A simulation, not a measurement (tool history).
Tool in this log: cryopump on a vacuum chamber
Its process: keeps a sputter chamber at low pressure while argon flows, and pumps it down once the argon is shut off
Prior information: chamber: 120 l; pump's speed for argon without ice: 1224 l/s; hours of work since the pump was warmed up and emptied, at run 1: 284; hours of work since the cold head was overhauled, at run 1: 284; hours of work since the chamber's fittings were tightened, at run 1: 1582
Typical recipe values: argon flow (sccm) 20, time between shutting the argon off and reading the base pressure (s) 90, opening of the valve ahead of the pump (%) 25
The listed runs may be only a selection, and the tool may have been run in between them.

| run | hour | argon flow (sccm) | time between shutting the argon off and reading the base pressure (s) | opening of the valve ahead of the pump (%) | hours of work since the pump was warmed up and emptied | hours of work since the cold head was overhauled | hours of work since the chamber's fittings were tightened | pressure while argon flows (Pa) | pressure after the wait (uPa) |
|---|---|---|---|---|---|---|---|---|---|
| 1 | 0 | 20 | 90 | 25 | 284 | 284 | 1582 | 0.1128 | 1.84 |
| 2 | 17.8 | 20 | 90 | 25 | 292 | 292 | 1590 | 0.1125 | 1.86 |
| 3 | 29.2 | 20 | 90 | 25 | 297 | 297 | 1594 | 0.1126 | 1.85 |
| 4 | 44.9 | 20 | 90 | 25 | 303 | 303 | 1601 | 0.1124 | 1.88 |
| 5 | 61 | 20 | 90 | 25 | 310 | 310 | 1608 | 0.1125 | 1.87 |
| 6 | 71.7 | 20 | 90 | 42 | 314 | 314 | 1612 | 0.0681 | 1.89 |
| 7 | 83 | 20 | 90 | 42 | 319 | 319 | 1617 | 0.0666 | 1.82 |
| 8 | 98.5 | 20 | 90 | 42 | 326 | 326 | 1623 | 0.0671 | 1.85 |
| 9 | 110.7 | 11 | 90 | 25 | 331 | 331 | 1628 | 0.0627 | 1.91 |
| 10 | 130.9 | 11 | 90 | 25 | 339 | 339 | 1637 | 0.0623 | 1.86 |
| 11 | 141.1 | 11 | 90 | 25 | 343 | 343 | 1641 | 0.0613 | 1.86 |
| 12 | 161.2 | 11 | 90 | 25 | 352 | 352 | 1650 | 0.062 | 1.91 |
| 13 | 173.7 | 20 | 24 | 25 | 357 | 357 | 1655 | 0.1125 | 4.9 |
| 14 | 190.9 | 20 | 24 | 25 | 364 | 364 | 1662 | 0.1107 | 4.92 |
| 15 | 201.6 | 20 | 90 | 25 | 369 | 369 | 1666 | 0.1118 | 1.87 |
| 16 | 217.2 | 20 | 90 | 25 | 375 | 375 | 1673 | 0.1135 | 1.93 |
| 17 | 229.6 | 21 | 90 | 25 | 380 | 380 | 1678 | 0.1189 | 1.92 |
| 18 | 250 | 20 | 90 | 43 | 389 | 389 | 1687 | 0.0663 | 1.97 |
| 19 | 267.8 | 8 | 28 | 17 | 396 | 396 | 1694 | 0.0659 | 4.36 |
| 20 | 276.6 | 14 | 127 | 25 | 400 | 400 | 1698 | 0.0796 | 1.61 |
| 21 | 285.6 | 10 | 80 | 46 | 404 | 404 | 1701 | 0.0317 | 2.11 |
| 22 | 304.7 | 27 | 90 | 52 | 412 | 412 | 1709 | 0.0757 | 1.86 |
| 23 | 316.4 | 27 | 90 | 52 | 417 | 417 | 1714 | 0.0747 | 1.91 |
| 24 | 336.1 | 11 | 90 | 47 | 425 | 425 | 1723 | 0.0331 | 1.88 |
| 25 | 345.4 | 28 | 90 | 44 | 429 | 429 | 1726 | 0.0921 | 1.93 |
| 26 | 361.4 | 28 | 90 | 19 | 435 | 435 | 1733 | 0.2069 | 1.94 |
| 27 | 375 | 28 | 90 | 19 | 441 | 441 | 1739 | 0.2076 | 1.93 |
| 28 | 388.9 | 20 | 216 | 25 | 447 | 447 | 1745 | 0.1127 | 1.33 |
| 29 | 410.2 | 20 | 216 | 25 | 456 | 456 | 1753 | 0.1139 | 1.32 |
| 30 | 430.2 | 20 | 216 | 25 | 464 | 464 | 1762 | 0.114 | 1.3 |

Measured result minus the same run's result without the hidden state. Both carry the same run-to-run variation, though not necessarily the same gauge scatter:
Unlogged tool condition in this case: pump's speed, % of a pump's without ice; cold plate's temperature, K; leak into the chamber, uPa l/s; drift of the gauge itself on working_pa, %; drift of the gauge itself on base_upa, %.
| run | pressure while argon flows (Pa) | pressure after the wait (uPa) |
|---|---|---|
| 1 | +0.0019 | +0.55 |
| 2 | +0.0019 | +0.57 |
| 3 | +0.002 | +0.55 |
| 4 | +0.002 | +0.56 |
| 5 | +0.0021 | +0.57 |
| 6 | +0.0021 | +0.58 |
| 7 | +0.002 | +0.56 |
| 8 | +0.0021 | +0.57 |
| 9 | +0.0012 | +0.58 |
| 10 | +0.0012 | +0.58 |
| 11 | +0.0013 | +0.58 |
| 12 | +0.0013 | +0.59 |
| 13 | +0.0023 | +0.61 |
| 14 | +0.0024 | +0.6 |
| 15 | +0.0024 | +0.6 |
| 16 | +0.0024 | +0.61 |
| 17 | +0.0026 | +0.61 |
| 18 | +0.0025 | +0.61 |
| 19 | +0.0011 | +0.62 |
| 20 | +0.0018 | +0.62 |
| 21 | +0.0013 | +0.63 |
| 22 | +0.0036 | +0.6 |
| 23 | +0.0036 | +0.62 |
| 24 | +0.0015 | +0.61 |
| 25 | +0.0039 | +0.64 |
| 26 | +0.0039 | +0.64 |
| 27 | +0.0039 | +0.63 |
| 28 | +0.0028 | +0.64 |
| 29 | +0.0029 | +0.64 |
| 30 | +0.003 | +0.65 |
